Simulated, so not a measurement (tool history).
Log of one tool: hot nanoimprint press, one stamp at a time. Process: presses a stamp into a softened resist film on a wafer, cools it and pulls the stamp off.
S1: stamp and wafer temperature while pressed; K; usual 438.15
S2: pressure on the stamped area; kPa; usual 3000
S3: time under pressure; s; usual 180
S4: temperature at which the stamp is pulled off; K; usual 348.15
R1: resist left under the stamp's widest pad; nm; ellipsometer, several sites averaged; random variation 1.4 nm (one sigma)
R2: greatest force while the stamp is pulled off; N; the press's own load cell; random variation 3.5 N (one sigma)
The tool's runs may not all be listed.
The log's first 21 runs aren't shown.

Run 22, hour 294.1: usual settings but S3 91 s, S4 338.15 K. Result: R1 274.1 nm, R2 262 N.
Run 23, hour 309.6: usual settings but S1 434.15 K, S2 4500 kPa, S3 91 s, S4 340.15 K. Result: R1 281.8 nm, R2 252 N.
Run 24, hour 322.2: usual settings but S2 4080 kPa, S3 175 s. Result: R1 185.4 nm, R2 223 N.
Run 25, hour 338.9: usual settings but S2 2030 kPa, S4 349.15 K. Result: R1 245.1 nm, R2 212 N.
At hour 347.8: plate thermocouple calibrated.
Run 26, hour 359.2: usual settings but S2 2030 kPa, S4 349.15 K. Result: R1 247.9 nm, R2 223 N.
Run 27, hour 366.7: usual settings but S1 428.15 K, S2 1980 kPa, S3 230 s, S4 343.15 K. Result: R1 353.6 nm, R2 242 N.
Run 28, hour 377.2: usual settings but S1 428.15 K, S2 1980 kPa, S3 230 s, S4 343.15 K. Result: R1 353.6 nm, R2 236 N.
Run 29, hour 389.9: usual settings but S1 428.15 K, S2 1980 kPa, S3 252 s, S4 356.15 K. Result: R1 343.6 nm, R2 190 N.
Run 30, hour 404.9: usual settings but S1 440.15 K. Result: R1 190.8 nm, R2 223 N.

Forecast each of these 4 alternatives for the next run:
Run A, hour 415.9: usual settings but S1 440.15 K, S2 3710 kPa, S4 356.15 K. Result: R1 ?, R2 ?.
Run B, hour 415.9: usual settings but S1 440.15 K, S3 314 s, S4 343.15 K. Result: R1 ?, R2 ?.
Run C, hour 415.9: usual settings but S1 440.15 K, S3 178 s, S4 346.15 K. Result: R1 ?, R2 ?.
Run D, hour 415.9: usual settings but S1 431.15 K, S4 337.15 K. Result: R1 ?, R2 ?.

run     R1   R2
  A  172.7  194
  B  147.8  242
  C  189.7  233
  D  297.6  268
Without the tool's hidden state the same runs would have given:
run     R1   R2
  A  172.6  194
  B  147.7  241
  C  189.6  232
  D  297.5  268

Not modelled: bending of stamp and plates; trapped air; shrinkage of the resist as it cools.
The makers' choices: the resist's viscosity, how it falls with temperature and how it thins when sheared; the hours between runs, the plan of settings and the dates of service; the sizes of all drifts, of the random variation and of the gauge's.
